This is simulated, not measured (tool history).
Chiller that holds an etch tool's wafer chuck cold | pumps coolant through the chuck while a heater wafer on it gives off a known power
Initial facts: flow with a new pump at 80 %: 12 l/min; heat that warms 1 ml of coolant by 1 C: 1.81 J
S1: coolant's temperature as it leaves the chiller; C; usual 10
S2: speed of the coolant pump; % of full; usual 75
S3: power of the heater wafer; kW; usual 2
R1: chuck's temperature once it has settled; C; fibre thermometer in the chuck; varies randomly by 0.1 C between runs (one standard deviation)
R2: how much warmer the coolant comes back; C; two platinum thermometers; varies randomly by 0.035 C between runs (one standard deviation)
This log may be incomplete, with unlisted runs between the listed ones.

run	hour	S1	S2	S3	R1	R2
1	0	10	75	2	39	6.07
2	108.1	10	75	2	39.1	6.1
3	274.8	10	75	2.256	43.1	6.81
4	414.1	10	75	2.256	43.1	6.93
5	516.3	10	75	2.256	43.2	6.89
6	656.7	10	75	2.256	43.4	6.94
7	845.3	10	75	2.256	43.6	6.92
8	948.8	10	75	2.256	43.9	6.91
9	1111.4	10	75	2.256	44.1	6.95
10	1239.9	10	75	2.256	44.2	7.02
11	1349.8	10	75	2	40.6	6.19
12	1471.1	10	75	2	40.8	6.27
13	1606.7	10	87	2	38.1	5.28
14	1822.8	18	87	2.628	55.3	7.06
15	1966.4	18	67	2	51.6	7.1
16	2071.5	10	72	1.64	36.4	5.35
# hour 2186.3: coolant changed, channels flushed
17	2253.3	4	75	1.64	26.4	5.16
18	2413.9	4	75	1.64	26.6	5.14
19	2518.9	2	96	2.449	30.6	5.98
20	2687.1	2	96	2.449	31	6.02
21	2823.6	2	96	2.449	30.9	6.01
22	2926.8	11	97	2.449	39.9	5.91
23	3089.2	11	97	2.449	40.2	5.91
24	3184.4	6	97	1.089	19.5	2.59
25	3306	4	97	1.397	21	3.39

What if the next run were any one of these 4? Each begins from the tool's condition after run 25:
# hour 3325.2: chiller's thermometer calibrated
A	3506.5	10	75	1.722	?	?
# hour 3325.2: chiller's thermometer calibrated
B	3506.5	15	75	1.452	?	?
# hour 3325.2: chiller's thermometer calibrated
C	3506.5	1	63	1.254	?	?
# hour 3325.2: chiller's thermometer calibrated
D	3506.5	15	94	2.076	?	?

run	R1	R2
A	34	5.57
B	35.3	4.66
C	20.5	4.86
D	40.2	5.19
With the hidden condition removed and each run's random variation left untouched, the same runs would have given:
run	R1	R2
A	32.1	5.11
B	33.7	4.28
C	18.9	4.46
D	38.2	4.75

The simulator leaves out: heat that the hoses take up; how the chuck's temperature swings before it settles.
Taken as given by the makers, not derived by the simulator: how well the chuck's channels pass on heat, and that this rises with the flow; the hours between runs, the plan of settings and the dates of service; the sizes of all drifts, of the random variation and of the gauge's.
